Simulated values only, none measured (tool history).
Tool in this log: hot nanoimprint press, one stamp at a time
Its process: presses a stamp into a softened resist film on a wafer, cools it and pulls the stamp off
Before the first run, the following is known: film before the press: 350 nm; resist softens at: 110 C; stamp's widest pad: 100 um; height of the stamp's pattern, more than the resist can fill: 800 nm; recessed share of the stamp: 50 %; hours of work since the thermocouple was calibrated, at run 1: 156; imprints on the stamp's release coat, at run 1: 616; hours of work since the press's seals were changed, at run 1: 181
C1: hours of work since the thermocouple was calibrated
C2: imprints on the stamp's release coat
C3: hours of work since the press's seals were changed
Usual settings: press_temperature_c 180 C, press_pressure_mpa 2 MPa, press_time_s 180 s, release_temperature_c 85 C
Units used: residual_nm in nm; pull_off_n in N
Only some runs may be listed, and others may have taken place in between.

{"run": 1, "hour": 0.0, "press_temperature_c": 180, "press_pressure_mpa": 2, "press_time_s": 180, "release_temperature_c": 85, "C1": 156, "C2": 616, "C3": 181, "residual_nm": 212, "pull_off_n": 115}
{"run": 2, "hour": 16.2, "press_temperature_c": 180, "press_pressure_mpa": 2, "press_time_s": 180, "release_temperature_c": 82, "C1": 163, "C2": 650, "C3": 188, "residual_nm": 211, "pull_off_n": 125}
{"run": 3, "hour": 34.4, "press_temperature_c": 180, "press_pressure_mpa": 2, "press_time_s": 180, "release_temperature_c": 85, "C1": 171, "C2": 688, "C3": 196, "residual_nm": 213.2, "pull_off_n": 116}
{"run": 4, "hour": 46.2, "press_temperature_c": 180, "press_pressure_mpa": 2, "press_time_s": 180, "release_temperature_c": 85, "C1": 176, "C2": 713, "C3": 201, "residual_nm": 215.1, "pull_off_n": 118}
{"run": 5, "hour": 55.9, "press_temperature_c": 169, "press_pressure_mpa": 2, "press_time_s": 180, "release_temperature_c": 85, "C1": 180, "C2": 734, "C3": 205, "residual_nm": 273.3, "pull_off_n": 117}
{"run": 6, "hour": 64.8, "press_temperature_c": 180, "press_pressure_mpa": 2, "press_time_s": 199, "release_temperature_c": 85, "C1": 184, "C2": 752, "C3": 209, "residual_nm": 206.5, "pull_off_n": 119}
{"run": 7, "hour": 73.3, "press_temperature_c": 180, "press_pressure_mpa": 2, "press_time_s": 199, "release_temperature_c": 85, "C1": 188, "C2": 770, "C3": 213, "residual_nm": 206.4, "pull_off_n": 120}
{"run": 8, "hour": 85.5, "press_temperature_c": 180, "press_pressure_mpa": 2.61, "press_time_s": 180, "release_temperature_c": 85, "C1": 193, "C2": 796, "C3": 218, "residual_nm": 185.9, "pull_off_n": 123}
{"run": 9, "hour": 101.4, "press_temperature_c": 180, "press_pressure_mpa": 2, "press_time_s": 180, "release_temperature_c": 80, "C1": 200, "C2": 829, "C3": 225, "residual_nm": 213.1, "pull_off_n": 134}
{"run": 10, "hour": 114.7, "press_temperature_c": 180, "press_pressure_mpa": 2, "press_time_s": 180, "release_temperature_c": 83, "C1": 206, "C2": 857, "C3": 230, "residual_nm": 213.3, "pull_off_n": 126}
{"run": 11, "hour": 125.5, "press_temperature_c": 180, "press_pressure_mpa": 2, "press_time_s": 180, "release_temperature_c": 85, "C1": 210, "C2": 880, "C3": 235, "residual_nm": 214.8, "pull_off_n": 122}
{"run": 12, "hour": 138.9, "press_temperature_c": 180, "press_pressure_mpa": 2, "press_time_s": 204, "release_temperature_c": 85, "C1": 216, "C2": 908, "C3": 241, "residual_nm": 205.3, "pull_off_n": 121}
{"run": 13, "hour": 149.7, "press_temperature_c": 180, "press_pressure_mpa": 2, "press_time_s": 204, "release_temperature_c": 85, "C1": 221, "C2": 931, "C3": 245, "residual_nm": 203.8, "pull_off_n": 122}
{"run": 14, "hour": 166.4, "press_temperature_c": 180, "press_pressure_mpa": 2, "press_time_s": 204, "release_temperature_c": 85, "C1": 228, "C2": 966, "C3": 252, "residual_nm": 205.8, "pull_off_n": 125}
{"run": 15, "hour": 182.3, "press_temperature_c": 192, "press_pressure_mpa": 2.06, "press_time_s": 92, "release_temperature_c": 90, "C1": 235, "C2": 999, "C3": 259, "residual_nm": 194, "pull_off_n": 116}
{"run": 16, "hour": 192.6, "press_temperature_c": 192, "press_pressure_mpa": 2.06, "press_time_s": 92, "release_temperature_c": 90, "C1": 239, "C2": 1021, "C3": 264, "residual_nm": 194.5, "pull_off_n": 116}
{"run": 17, "hour": 207.6, "press_temperature_c": 192, "press_pressure_mpa": 2.06, "press_time_s": 92, "release_temperature_c": 90, "C1": 245, "C2": 1052, "C3": 270, "residual_nm": 196.1, "pull_off_n": 113}
{"run": 18, "hour": 222.3, "press_temperature_c": 192, "press_pressure_mpa": 2.06, "press_time_s": 92, "release_temperature_c": 90, "C1": 252, "C2": 1083, "C3": 276, "residual_nm": 194.3, "pull_off_n": 115}
{"run": 19, "hour": 234.8, "press_temperature_c": 170, "press_pressure_mpa": 2, "press_time_s": 224, "release_temperature_c": 72, "C1": 257, "C2": 1109, "C3": 282, "residual_nm": 258.1, "pull_off_n": 154}
{"run": 20, "hour": 251.2, "press_temperature_c": 190, "press_pressure_mpa": 1.34, "press_time_s": 184, "release_temperature_c": 83, "C1": 264, "C2": 1144, "C3": 289, "residual_nm": 202.9, "pull_off_n": 135}
{"run": 21, "hour": 267.4, "press_temperature_c": 190, "press_pressure_mpa": 1.34, "press_time_s": 184, "release_temperature_c": 83, "C1": 271, "C2": 1178, "C3": 296, "residual_nm": 203.6, "pull_off_n": 135}
{"run": 22, "hour": 283.0, "press_temperature_c": 180, "press_pressure_mpa": 1.61, "press_time_s": 180, "release_temperature_c": 84, "C1": 278, "C2": 1211, "C3": 302, "residual_nm": 235.3, "pull_off_n": 129}

Branching from run 22: 3 alternative next runs. What would each branch give?
{"run": "A", "hour": 298.4, "press_temperature_c": 192, "press_pressure_mpa": 2, "press_time_s": 221, "release_temperature_c": 85, "C1": 284, "C2": 1243, "C3": 309, "residual_nm": "?", "pull_off_n": "?"}
{"run": "B", "hour": 298.4, "press_temperature_c": 182, "press_pressure_mpa": 2.72, "press_time_s": 180, "release_temperature_c": 84, "C1": 284, "C2": 1243, "C3": 309, "residual_nm": "?", "pull_off_n": "?"}
{"run": "C", "hour": 298.4, "press_temperature_c": 174, "press_pressure_mpa": 2, "press_time_s": 319, "release_temperature_c": 85, "C1": 284, "C2": 1243, "C3": 309, "residual_nm": "?", "pull_off_n": "?"}

run=A residual_nm=150.8 pull_off_n=133
run=B residual_nm=175.2 pull_off_n=132
run=C residual_nm=212.9 pull_off_n=132
Stripped of hidden state, with their random variation kept, the same runs would have yielded:
run=A residual_nm=144.4 pull_off_n=108
run=B residual_nm=166.7 pull_off_n=108
run=C residual_nm=203.9 pull_off_n=107

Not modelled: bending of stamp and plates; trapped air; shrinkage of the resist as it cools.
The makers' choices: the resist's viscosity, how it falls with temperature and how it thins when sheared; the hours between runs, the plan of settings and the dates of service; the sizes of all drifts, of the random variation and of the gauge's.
